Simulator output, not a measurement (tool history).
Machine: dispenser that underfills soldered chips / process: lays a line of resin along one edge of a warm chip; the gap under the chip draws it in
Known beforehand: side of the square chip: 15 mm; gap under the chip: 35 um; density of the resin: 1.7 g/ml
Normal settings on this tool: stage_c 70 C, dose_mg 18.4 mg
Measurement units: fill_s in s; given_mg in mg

run 1 hour=0.0 | stage_c=70 dose_mg=18.4 | fill_s=387.2 given_mg=18.22
run 2 hour=3.5 | stage_c=70 dose_mg=18.4 | fill_s=427.6 given_mg=18.24
run 3 hour=6.6 | stage_c=70 dose_mg=18.4 | fill_s=472.9 given_mg=18.22
run 4 hour=9.8 | stage_c=70 dose_mg=18.4 | fill_s=520.7 given_mg=18.15
run 5 hour=14.7 | stage_c=82 dose_mg=18.4 | fill_s=414.5 given_mg=18.25
-- hour=15.5 new syringe of resin
run 6 hour=20.0 | stage_c=70 dose_mg=18.4 | fill_s=442.4 given_mg=18.31
run 7 hour=24.8 | stage_c=70 dose_mg=18.4 | fill_s=502.0 given_mg=18.17
run 8 hour=28.1 | stage_c=70 dose_mg=18.4 | fill_s=561.1 given_mg=18.02
-- hour=31.9 new syringe of resin
run 9 hour=32.3 | stage_c=70 dose_mg=18.4 | fill_s=382.5 given_mg=18.00
run 10 hour=37.0 | stage_c=70 dose_mg=17.5 | fill_s=444.2 given_mg=17.16
run 11 hour=40.2 | stage_c=70 dose_mg=17.5 | fill_s=502.8 given_mg=17.11
run 12 hour=44.2 | stage_c=70 dose_mg=17.5 | fill_s=560.2 given_mg=17.16
-- hour=48.2 new syringe of resin
run 13 hour=48.3 | stage_c=70 dose_mg=17.5 | fill_s=386.4 given_mg=16.98
run 14 hour=52.3 | stage_c=70 dose_mg=17.5 | fill_s=438.4 given_mg=17.11
run 15 hour=54.5 | stage_c=70 dose_mg=18.3 | fill_s=467.6 given_mg=18.01
run 16 hour=56.6 | stage_c=70 dose_mg=18.3 | fill_s=488.0 given_mg=17.87
run 17 hour=59.2 | stage_c=70 dose_mg=18.4 | fill_s=539.4 given_mg=17.92
-- hour=61.4 dispensing valve cleaned and set on the balance
run 18 hour=63.4 | stage_c=70 dose_mg=18.4 | fill_s=584.2 given_mg=18.28
-- hour=65.5 new syringe of resin
run 19 hour=68.1 | stage_c=70 dose_mg=18.4 | fill_s=413.4 given_mg=18.29
run 20 hour=70.2 | stage_c=75 dose_mg=16.2 | fill_s=397.5 given_mg=16.08
run 21 hour=72.5 | stage_c=59 dose_mg=15.7 | fill_s=741.2 given_mg=15.63
run 22 hour=75.8 | stage_c=62 dose_mg=17.2 | fill_s=711.4 given_mg=17.06
run 23 hour=79.1 | stage_c=63 dose_mg=19.6 | fill_s=735.2 given_mg=19.47
-- hour=82.0 new syringe of resin
run 24 hour=83.0 | stage_c=81 dose_mg=17.5 | fill_s=280.3 given_mg=17.43
run 25 hour=85.5 | stage_c=81 dose_mg=17.5 | fill_s=308.1 given_mg=17.38
run 26 hour=88.1 | stage_c=81 dose_mg=17.5 | fill_s=326.2 given_mg=17.19
run 27 hour=91.1 | stage_c=64 dose_mg=16.3 | fill_s=659.4 given_mg=15.98
run 28 hour=95.9 | stage_c=64 dose_mg=16.3 | fill_s=758.8 given_mg=15.99
-- hour=98.5 new syringe of resin
run 29 hour=100.5 | stage_c=61 dose_mg=21.1 | fill_s=537.0 given_mg=20.87
run 30 hour=103.7 | stage_c=61 dose_mg=21.1 | fill_s=603.5 given_mg=20.85
run 31 hour=107.1 | stage_c=83 dose_mg=19.5 | fill_s=314.2 given_mg=19.19
run 32 hour=109.3 | stage_c=83 dose_mg=21.4 | fill_s=339.6 given_mg=21.10
run 33 hour=113.6 | stage_c=67 dose_mg=17.2 | fill_s=693.8 given_mg=16.95
-- hour=115.0 new syringe of resin
run 34 hour=117.1 | stage_c=67 dose_mg=17.2 | fill_s=460.6 given_mg=16.84

What does the tool deliver on the next run?
run 35 hour=119.1 | stage_c=67 dose_mg=17.2 | fill_s=? given_mg=?

Run 35 produced fill_s 494.6 s, given_mg 16.81 mg.
The same run, on a tool lacking any hidden state, would have yielded fill_s 410.2 s, given_mg 17.15 mg.
